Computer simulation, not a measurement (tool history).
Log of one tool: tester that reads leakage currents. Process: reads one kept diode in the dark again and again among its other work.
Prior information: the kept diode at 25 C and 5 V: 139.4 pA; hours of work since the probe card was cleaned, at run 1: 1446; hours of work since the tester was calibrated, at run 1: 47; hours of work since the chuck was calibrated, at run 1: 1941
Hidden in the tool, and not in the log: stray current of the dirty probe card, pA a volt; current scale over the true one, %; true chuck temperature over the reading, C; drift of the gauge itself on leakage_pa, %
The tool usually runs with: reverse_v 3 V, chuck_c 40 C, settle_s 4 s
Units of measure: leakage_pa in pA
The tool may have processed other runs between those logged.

| run | day | reverse_v | chuck_c | settle_s | hours of work since the probe card was cleaned | hours of work since the tester was calibrated | hours of work since the chuck was calibrated | leakage_pa |
|---|---|---|---|---|---|---|---|---|
| 1 | 0 | 3 | 40 | 4 | 1446 | 47 | 1941 | 305.25 |
| 2 | 0.638 | 3 | 40 | 4 | 1457 | 58 | 1952 | 303.42 |
| 3 | 1.712 | 3 | 40 | 4 | 1475 | 76 | 1971 | 303.3 |
| 4 | 2.875 | 3 | 40 | 4 | 1495 | 96 | 1991 | 302.24 |
| 5 | 3.662 | 3 | 40 | 4 | 1509 | 109 | 2004 | 301.61 |
| 6 | 4.238 | 3 | 30 | 4 | 1518 | 119 | 2014 | 138.99 |
| 7 | 5.125 | 3 | 30 | 4 | 1534 | 134 | 2029 | 138.98 |
| 8 | 6.225 | 3 | 30 | 4 | 1552 | 153 | 2048 | 138.91 |
| 9 | 6.933 | 3 | 30 | 4 | 1565 | 165 | 2060 | 138.98 |
| 10 | 7.525 | 3 | 30 | 4 | 1575 | 176 | 2070 | 138.07 |
| 11 | 8.375 | 3 | 30 | 4 | 1589 | 190 | 2085 | 138.97 |
| 12 | 9.408 | 3 | 30 | 4 | 1607 | 208 | 2102 | 138.6 |
| 13 | 10.425 | 3 | 30 | 4 | 1624 | 225 | 2120 | 138.61 |
| 14 | 11.308 | 1.82 | 40 | 4 | 1639 | 240 | 2135 | 224.07 |
| 15 | 12.058 | 1.82 | 40 | 4 | 1652 | 253 | 2148 | 222.79 |
| 16 | 12.979 | 1.82 | 40 | 4 | 1668 | 269 | 2164 | 222.91 |
| 17 | 14.196 | 1.82 | 40 | 4 | 1689 | 290 | 2184 | 223.06 |
| 18 | 14.721 | 1.82 | 40 | 4 | 1698 | 299 | 2193 | 222.28 |
| 19 | 15.65 | 1.82 | 40 | 4 | 1714 | 315 | 2209 | 222.66 |
| 20 | 16.583 | 3 | 40 | 5.09 | 1730 | 331 | 2225 | 300.43 |
|  | 16.788 | probe card cleaned and baked |
| 21 | 17.833 | 3 | 40 | 0.33 | 18 | 350 | 2244 | 303.44 |
| 22 | 18.767 | 2.87 | 33 | 4 | 34 | 366 | 2260 | 171.91 |
| 23 | 19.912 | 3 | 38 | 0.36 | 53 | 385 | 2280 | 260.77 |
| 24 | 20.775 | 2.82 | 22 | 2.91 | 68 | 400 | 2295 | 72.02 |
| 25 | 21.496 | 2.82 | 22 | 2.91 | 81 | 412 | 2307 | 72.03 |
| 26 | 22.317 | 2.82 | 20 | 0.88 | 95 | 426 | 2321 | 61.97 |
|  | 22.692 | probe card cleaned and baked, once more |
| 27 | 23.467 | 9.95 | 20 | 0.58 | 13 | 444 | 2339 | 120.97 |
| 28 | 24.654 | 9.95 | 23 | 0.58 | 34 | 464 | 2359 | 155.4 |
| 29 | 25.512 | 8.51 | 40 | 3.43 | 48 | 479 | 2374 | 539.02 |
| 30 | 26.754 | 3.46 | 34 | 2.98 | 69 | 500 | 2395 | 199.24 |
| 31 | 27.908 | 3.46 | 34 | 2.98 | 89 | 520 | 2415 | 200.4 |
| 32 | 28.546 | 3.46 | 34 | 2.98 | 100 | 531 | 2426 | 199.07 |
| 33 | 29.608 | 3.46 | 34 | 2.98 | 118 | 549 | 2444 | 199.53 |
|  | 29.996 | chuck's temperature calibrated |
| 34 | 30.442 | 3.46 | 34 | 9.27 | 131 | 562 | 8 | 233.79 |
| 35 | 31.504 | 3 | 26 | 9.71 | 149 | 580 | 26 | 112.78 |
| 36 | 32.671 | 3.73 | 51 | 6.78 | 169 | 600 | 46 | 864.27 |
| 37 | 33.771 | 3 | 40 | 0.44 | 188 | 619 | 65 | 342.14 |
| 38 | 34.571 | 7.75 | 40 | 5.55 | 202 | 633 | 78 | 590.8 |
| 39 | 35.296 | 3.63 | 48 | 0.53 | 214 | 645 | 91 | 684.63 |

What if the next run were any one of these 3? Each begins from the tool's condition after run 39:
| A | 36.421 | 4.91 | 48 | 2.6 | 233 | 664 | 110 | ? |
| B | 36.421 | 2.09 | 48 | 0.53 | 233 | 664 | 110 | ? |
| C | 36.421 | 15.4 | 24 | 0.46 | 233 | 664 | 110 | ? |

| run | leakage_pa |
|---|---|
| A | 818.36 |
| B | 495.28 |
| C | 260.66 |
With no hidden state in the tool, these same runs would have given:
| run | leakage_pa |
|---|---|
| A | 823.32 |
| B | 498.42 |
| C | 260.27 |

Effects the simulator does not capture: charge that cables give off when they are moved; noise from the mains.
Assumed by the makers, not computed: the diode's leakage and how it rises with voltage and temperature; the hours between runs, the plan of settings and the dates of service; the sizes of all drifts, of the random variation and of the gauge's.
